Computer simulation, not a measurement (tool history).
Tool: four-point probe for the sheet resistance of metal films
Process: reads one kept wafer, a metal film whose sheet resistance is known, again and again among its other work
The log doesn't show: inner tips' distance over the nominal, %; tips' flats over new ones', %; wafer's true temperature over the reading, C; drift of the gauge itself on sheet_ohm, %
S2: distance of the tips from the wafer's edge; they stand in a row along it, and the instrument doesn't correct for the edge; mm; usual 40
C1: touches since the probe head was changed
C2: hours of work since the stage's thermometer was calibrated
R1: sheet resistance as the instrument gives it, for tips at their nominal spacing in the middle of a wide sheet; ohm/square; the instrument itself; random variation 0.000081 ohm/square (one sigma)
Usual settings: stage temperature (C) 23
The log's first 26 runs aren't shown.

{"run": 27, "hour": 406.2, "stage temperature (C)": 21, "S2": 51, "C1": 23262, "C2": 196, "R1": 0.405023}
{"run": 28, "hour": 416.7, "stage temperature (C)": 28, "S2": 63, "C1": 23594, "C2": 203, "R1": 0.405345}
{"run": 29, "hour": 431.5, "stage temperature (C)": 28, "S2": 63, "C1": 24062, "C2": 214, "R1": 0.405109}
{"run": 30, "hour": 446.9, "stage temperature (C)": 25, "S2": 4, "C1": 24550, "C2": 224, "R1": 0.418226}
{"run": 31, "hour": 460.4, "stage temperature (C)": 33, "S2": 29, "C1": 24978, "C2": 233, "R1": 0.405601}
{"run": 32, "hour": 474.3, "stage temperature (C)": 24, "S2": 5, "C1": 25418, "C2": 243, "R1": 0.413289}
{"run": 33, "hour": 495.4, "stage temperature (C)": 25, "S2": 51, "C1": 26087, "C2": 257, "R1": 0.404845}
{"run": 34, "hour": 507.3, "stage temperature (C)": 28, "S2": 67, "C1": 26461, "C2": 265, "R1": 0.405197}
{"run": 35, "hour": 519.2, "stage temperature (C)": 20, "S2": 18, "C1": 26840, "C2": 273, "R1": 0.405387}

Run 36 comes next. What will it give?
{"run": 36, "hour": 529.1, "stage temperature (C)": 22, "S2": 7, "C1": 27153, "C2": 280, "R1": "?"}

R1: 0.409243 ohm/square
Without the tool's hidden state the same run would have given R1 0.410366 ohm/square.
